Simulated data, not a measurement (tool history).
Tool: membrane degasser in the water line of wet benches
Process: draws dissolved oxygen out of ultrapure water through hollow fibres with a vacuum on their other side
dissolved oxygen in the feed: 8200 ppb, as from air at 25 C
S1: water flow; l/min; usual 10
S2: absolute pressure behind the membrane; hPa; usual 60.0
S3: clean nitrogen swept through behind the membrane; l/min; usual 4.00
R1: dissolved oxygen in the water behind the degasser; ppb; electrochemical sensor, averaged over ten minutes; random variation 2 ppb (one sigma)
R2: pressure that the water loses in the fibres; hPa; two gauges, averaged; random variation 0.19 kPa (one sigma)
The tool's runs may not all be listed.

Run 1, hour 0.0: usual settings. Result: R1 192.7 ppb, R2 390.5 hPa.
Run 2, hour 187.4: usual settings but S1 14 l/min. Result: R1 376.9 ppb, R2 555.5 hPa.
Run 3, hour 373.4: usual settings but S1 14 l/min. Result: R1 375.3 ppb, R2 553.4 hPa.
Run 4, hour 637.9: usual settings but S1 14 l/min. Result: R1 371.6 ppb, R2 554.7 hPa.
Run 5, hour 803.0: usual settings but S2 43.7 hPa. Result: R1 193.1 ppb, R2 400.8 hPa.
Run 6, hour 965.9: usual settings but S2 43.7 hPa. Result: R1 190.5 ppb, R2 398.9 hPa.
Run 7, hour 1135.5: usual settings but S2 43.7 hPa. Result: R1 188.9 ppb, R2 398.1 hPa.
Run 8, hour 1319.2: usual settings but S2 43.7 hPa. Result: R1 190.1 ppb, R2 398.0 hPa.
Run 9, hour 1449.8: usual settings. Result: R1 204.5 ppb, R2 396.5 hPa.
Run 10, hour 1639.0: usual settings but S2 74.2 hPa. Result: R1 208.4 ppb, R2 399.4 hPa.
Run 11, hour 1851.2: usual settings but S2 74.2 hPa. Result: R1 218.2 ppb, R2 400.0 hPa.
Run 12, hour 2025.0: usual settings but S2 74.2 hPa. Result: R1 217.1 ppb, R2 398.3 hPa.
Run 13, hour 2223.1: usual settings but S2 74.2 hPa. Result: R1 217.1 ppb, R2 401.6 hPa.
Run 14, hour 2467.4: usual settings but S2 74.2 hPa. Result: R1 215.4 ppb, R2 401.1 hPa.
Run 15, hour 2622.4: usual settings but S2 42.0 hPa. Result: R1 198.3 ppb, R2 400.7 hPa.
Run 16, hour 2884.3: usual settings but S2 42.0 hPa. Result: R1 198.2 ppb, R2 404.5 hPa.
Run 17, hour 3051.2: usual settings but S1 6 l/min, S2 36.8 hPa, S3 4.76 l/min. Result: R1 56.4 ppb, R2 243.2 hPa.
Run 18, hour 3207.0: usual settings but S1 6 l/min, S2 36.8 hPa, S3 4.76 l/min. Result: R1 56.3 ppb, R2 239.8 hPa.

Run 19 comes next. What will it give?
Run 19, hour 3347.1: usual settings but S1 6 l/min, S2 36.8 hPa, S3 4.76 l/min. Result: R1 ?, R2 ?.

Run 19 gave R1 58.1 ppb, R2 243.4 hPa.
Without the tool's hidden state the same run would have given R1 50.2 ppb, R2 237.0 hPa.
